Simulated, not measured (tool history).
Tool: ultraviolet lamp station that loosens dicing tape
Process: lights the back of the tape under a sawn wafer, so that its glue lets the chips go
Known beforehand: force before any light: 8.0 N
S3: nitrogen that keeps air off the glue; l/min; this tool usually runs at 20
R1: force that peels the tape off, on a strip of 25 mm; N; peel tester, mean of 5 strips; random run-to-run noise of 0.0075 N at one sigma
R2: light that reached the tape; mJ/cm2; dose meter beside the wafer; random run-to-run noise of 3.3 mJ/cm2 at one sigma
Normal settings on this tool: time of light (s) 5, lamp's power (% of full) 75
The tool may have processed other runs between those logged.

Run 1, hour 0: usual settings. Result: R1 0.329 N, R2 470 mJ/cm2.
Run 2, hour 7.2: usual settings. Result: R1 0.296 N, R2 480 mJ/cm2.
Run 3, hour 13: usual settings. Result: R1 0.32 N, R2 475 mJ/cm2.
Run 4, hour 18.3: usual settings. Result: R1 0.315 N, R2 480 mJ/cm2.
Run 5, hour 23.8: usual settings but time of light (s) 4. Result: R1 0.486 N, R2 382 mJ/cm2.
Run 6, hour 32.6: usual settings. Result: R1 0.314 N, R2 477 mJ/cm2.
Run 7, hour 38.3: usual settings but time of light (s) 2. Result: R1 1.673 N, R2 188 mJ/cm2.
Run 8, hour 47.5: usual settings but time of light (s) 2. Result: R1 1.679 N, R2 193 mJ/cm2.
Run 9, hour 52.9: usual settings but time of light (s) 2. Result: R1 1.634 N, R2 190 mJ/cm2.
Run 10, hour 62.9: usual settings. Result: R1 0.315 N, R2 474 mJ/cm2.
Run 11, hour 68.3: usual settings. Result: R1 0.312 N, R2 472 mJ/cm2.
Run 12, hour 74.8: usual settings. Result: R1 0.314 N, R2 471 mJ/cm2.
Run 13, hour 84.6: usual settings. Result: R1 0.314 N, R2 473 mJ/cm2.
Run 14, hour 92.6: usual settings. Result: R1 0.326 N, R2 471 mJ/cm2.
Run 15, hour 98: usual settings but lamp's power (% of full) 95. Result: R1 0.247 N, R2 593 mJ/cm2.
Run 16, hour 107.7: usual settings. Result: R1 0.32 N, R2 468 mJ/cm2.
Run 17, hour 116.8: usual settings. Result: R1 0.322 N, R2 465 mJ/cm2.
Run 18, hour 127.4: usual settings but time of light (s) 4, S3 21 l/min. Result: R1 0.475 N, R2 376 mJ/cm2.
Run 19, hour 131.9: usual settings but time of light (s) 8. Result: R1 0.205 N, R2 748 mJ/cm2.
Run 20, hour 138.4: usual settings but time of light (s) 2, lamp's power (% of full) 77, S3 8 l/min. Result: R1 2.587 N, R2 190 mJ/cm2.
Run 21, hour 146.7: usual settings but time of light (s) 4, lamp's power (% of full) 88, S3 21 l/min. Result: R1 0.355 N, R2 439 mJ/cm2.
Run 22, hour 151.2: usual settings but time of light (s) 4, lamp's power (% of full) 88, S3 21 l/min. Result: R1 0.36 N, R2 435 mJ/cm2.
Run 23, hour 157.3: usual settings but time of light (s) 3, lamp's power (% of full) 85, S3 25 l/min. Result: R1 0.598 N, R2 316 mJ/cm2.
Run 24, hour 161.8: usual settings but time of light (s) 3, lamp's power (% of full) 84, S3 22 l/min. Result: R1 0.646 N, R2 313 mJ/cm2.
Run 25, hour 168: usual settings but lamp's power (% of full) 76, S3 8 l/min. Result: R1 0.638 N, R2 465 mJ/cm2.
Run 26, hour 176.2: usual settings but time of light (s) 2, lamp's power (% of full) 80. Result: R1 1.585 N, R2 195 mJ/cm2.
At hour 183.3: window cleaned of glue's vapour.
Run 27, hour 183.3: usual settings but time of light (s) 2, lamp's power (% of full) 97, S3 12 l/min. Result: R1 1.392 N, R2 264 mJ/cm2.
Run 28, hour 190.2: usual settings but time of light (s) 3, lamp's power (% of full) 71, S3 9 l/min. Result: R1 1.449 N, R2 289 mJ/cm2.
Run 29, hour 195.2: usual settings but time of light (s) 9, lamp's power (% of full) 78, S3 9 l/min. Result: R1 0.222 N, R2 955 mJ/cm2.
Run 30, hour 203.9: usual settings but time of light (s) 8, lamp's power (% of full) 84, S3 8 l/min. Result: R1 0.239 N, R2 918 mJ/cm2.
Run 31, hour 211.1: usual settings but time of light (s) 6, S3 22 l/min. Result: R1 0.231 N, R2 617 mJ/cm2.
Run 32, hour 217.3: usual settings but time of light (s) 3, lamp's power (% of full) 61, S3 27 l/min. Result: R1 0.884 N, R2 246 mJ/cm2.

How would selected steps in R1 from run to run divide? Give the signed amount a tool lacking its hidden state would still show from settings, what came in and random variation, and the signed amount left for the hidden state, including any gauge scatter that is not in both of the compared results.
Hidden state at play: lamp's light, % of a new lamp's; light that the window lets through, % of a clean one's; drift of the gauge itself on peel_n, %; drift of the gauge itself on dose_mj_cm2, %.
Run 6 -> 7: time of light (s) 5 -> 2. R1 +1.359 N: hidden state +0.192, all else +1.167.
Run 19 -> 20: time of light (s) 8 -> 2, lamp's power (% of full) 75 -> 77, S3 20 -> 8. R1 +2.382 N: hidden state +0.323, all else +2.059.
Run 20 -> 21: time of light (s) 2 -> 4, lamp's power (% of full) 77 -> 88, S3 8 -> 21. R1 -2.232 N: hidden state -0.267, all else -1.965.
Run 26 -> 27: lamp's power (% of full) 80 -> 97, S3 20 -> 12, window cleaned of glue's vapour. R1 -0.193 N: hidden state -0.246, all else +0.053.
